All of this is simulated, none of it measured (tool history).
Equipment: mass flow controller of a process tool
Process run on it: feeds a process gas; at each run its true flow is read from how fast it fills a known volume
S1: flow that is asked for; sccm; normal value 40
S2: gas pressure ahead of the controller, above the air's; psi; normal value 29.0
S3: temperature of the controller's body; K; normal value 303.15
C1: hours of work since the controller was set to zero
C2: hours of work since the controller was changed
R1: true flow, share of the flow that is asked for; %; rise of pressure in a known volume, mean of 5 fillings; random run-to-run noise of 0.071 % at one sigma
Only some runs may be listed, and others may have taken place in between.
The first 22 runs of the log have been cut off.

Run 23, day 296.875: usual settings but S1 16 sccm, S2 22.8 psi, S3 308.15 K; C1 1534; C2 1534. Result: R1 100.46 %.
Run 24, day 307.783: usual settings but S1 16 sccm, S2 22.8 psi, S3 308.15 K; C1 1682; C2 1682. Result: R1 100.78 %.
Run 25, day 318.158: usual settings but S1 16 sccm, S2 22.8 psi, S3 308.15 K; C1 1822; C2 1822. Result: R1 100.92 %.
Run 26, day 335.171: usual settings but S1 7 sccm, S2 31.8 psi, S3 296.15 K; C1 2053; C2 2053. Result: R1 101.10 %.
Run 27, day 353.112: usual settings but S2 22.3 psi, S3 299.15 K; C1 2296; C2 2296. Result: R1 101.40 %.
Run 28, day 364.196: usual settings but S2 22.3 psi, S3 299.15 K; C1 2446; C2 2446. Result: R1 101.61 %.
Run 29, day 374.238: usual settings but S2 24.2 psi, S3 299.15 K; C1 2582; C2 2582. Result: R1 101.57 %.
Run 30, day 384.033: usual settings but S2 24.2 psi, S3 299.15 K; C1 2715; C2 2715. Result: R1 101.62 %.
Run 31, day 394.179: usual settings but S1 34 sccm, S3 295.15 K; C1 2852; C2 2852. Result: R1 101.08 %.
Run 32, day 402.583: usual settings but S1 34 sccm, S3 295.15 K; C1 2966; C2 2966. Result: R1 101.05 %.
Run 33, day 412.796: usual settings but S1 5 sccm; C1 3104; C2 3104. Result: R1 105.24 %.
Run 34, day 420.612: usual settings but S1 5 sccm; C1 3210; C2 3210. Result: R1 105.33 %.

Each row is a separate what-if for the run after 34, all from the same tool condition, not one after another. Results?
Run A, day 433.625: usual settings but S1 38 sccm, S2 31.8 psi, S3 294.15 K; C1 3386; C2 3386. Result: R1 ?.
Run B, day 433.625: usual settings but S1 48 sccm, S2 22.9 psi, S3 295.15 K; C1 3386; C2 3386. Result: R1 ?.
Run C, day 433.625: usual settings but S1 37 sccm, S2 27.4 psi, S3 294.15 K; C1 3386; C2 3386. Result: R1 ?.
Run D, day 433.625: usual settings but S3 304.15 K; C1 3386; C2 3386. Result: R1 ?.
Run E, day 433.625: usual settings but S1 5 sccm, S3 305.15 K; C1 3386; C2 3386. Result: R1 ?.

run      R1
  A  101.45
  B  102.17
  C  101.57
  D  102.20
  E  105.94
The same runs, with their run-to-run variation unchanged, on a tool lacking any hidden condition would have given:
run     R1
  A  99.02
  B  99.91
  C  99.12
  D  99.81
  E  97.88

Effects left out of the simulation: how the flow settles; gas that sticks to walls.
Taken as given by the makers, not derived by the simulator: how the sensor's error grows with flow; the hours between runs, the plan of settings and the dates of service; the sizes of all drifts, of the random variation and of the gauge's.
